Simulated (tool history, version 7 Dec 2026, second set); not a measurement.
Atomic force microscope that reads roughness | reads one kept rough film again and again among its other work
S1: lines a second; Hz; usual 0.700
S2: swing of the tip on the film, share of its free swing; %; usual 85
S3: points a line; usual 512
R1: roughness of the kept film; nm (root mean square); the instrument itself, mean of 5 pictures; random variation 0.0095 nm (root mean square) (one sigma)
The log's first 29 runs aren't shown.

Run 30, hour 871.4: usual settings but S1 0.832 Hz, S2 69 %, S3 461. Result: R1 2.175 nm (root mean square).
Run 31, hour 895.5: usual settings but S1 1.583 Hz, S2 84 %, S3 501. Result: R1 2.070 nm (root mean square).
At hour 918.0: new tip fitted.
Run 32, hour 922.1: usual settings but S1 0.970 Hz, S2 66 %, S3 336. Result: R1 2.159 nm (root mean square).
Run 33, hour 951.4: usual settings but S1 1.931 Hz, S2 59 %, S3 835. Result: R1 2.146 nm (root mean square).
Run 34, hour 978.2: usual settings but S1 0.617 Hz, S2 84 %, S3 835. Result: R1 2.159 nm (root mean square).
Run 35, hour 1007.4: usual settings but S1 0.617 Hz, S2 84 %, S3 835. Result: R1 2.167 nm (root mean square).
Run 36, hour 1047.3: usual settings but S1 0.617 Hz, S2 84 %, S3 835. Result: R1 2.142 nm (root mean square).
Run 37, hour 1078.5: usual settings but S2 82 %, S3 484. Result: R1 2.158 nm (root mean square).
Run 38, hour 1105.9: usual settings but S1 3.544 Hz, S2 59 %. Result: R1 2.128 nm (root mean square).
Run 39, hour 1145.6: usual settings but S1 0.747 Hz, S2 59 %. Result: R1 2.181 nm (root mean square).
At hour 1149.9: new tip fitted.
Run 40, hour 1173.9: usual settings but S1 1.143 Hz, S3 540. Result: R1 2.093 nm (root mean square).
Run 41, hour 1193.3: usual settings but S1 2.152 Hz, S2 68 %, S3 547. Result: R1 2.123 nm (root mean square).
Run 42, hour 1211.1: usual settings but S1 2.152 Hz, S2 68 %, S3 547. Result: R1 2.144 nm (root mean square).
Run 43, hour 1232.3: usual settings but S1 2.098 Hz, S2 67 %, S3 304. Result: R1 2.131 nm (root mean square).
Run 44, hour 1270.4: usual settings but S1 0.979 Hz. Result: R1 2.142 nm (root mean square).
Run 45, hour 1291.5: usual settings but S1 0.765 Hz, S2 74 %. Result: R1 2.191 nm (root mean square).
Run 46, hour 1326.0: usual settings but S1 1.702 Hz, S2 82 %, S3 472. Result: R1 2.087 nm (root mean square).
Run 47, hour 1359.3: usual settings but S1 1.702 Hz, S2 82 %, S3 472. Result: R1 2.084 nm (root mean square).
At hour 1380.6: new tip fitted.
Run 48, hour 1388.9: usual settings but S1 3.212 Hz, S2 58 %, S3 431. Result: R1 2.155 nm (root mean square).

5 ways to go on from here, each from the tool as it stands after run 48. What would each give?
Run A, hour 1416.6: usual settings but S1 3.212 Hz, S2 58 %, S3 487. Result: R1 ?.
Run B, hour 1416.6: usual settings but S1 3.287 Hz, S2 88 %, S3 869. Result: R1 ?.
Run C, hour 1416.6: usual settings but S1 0.988 Hz, S2 72 %, S3 368. Result: R1 ?.
Run D, hour 1416.6: usual settings but S1 2.549 Hz, S2 58 %, S3 431. Result: R1 ?.
Run E, hour 1416.6: usual settings but S1 1.086 Hz, S2 72 %, S3 431. Result: R1 ?.

run     R1
  A  2.161
  B  1.911
  C  2.161
  D  2.149
  E  2.149
Without the tool's hidden state the same runs would have given:
run     R1
  A  2.162
  B  1.912
  C  2.162
  D  2.150
  E  2.150

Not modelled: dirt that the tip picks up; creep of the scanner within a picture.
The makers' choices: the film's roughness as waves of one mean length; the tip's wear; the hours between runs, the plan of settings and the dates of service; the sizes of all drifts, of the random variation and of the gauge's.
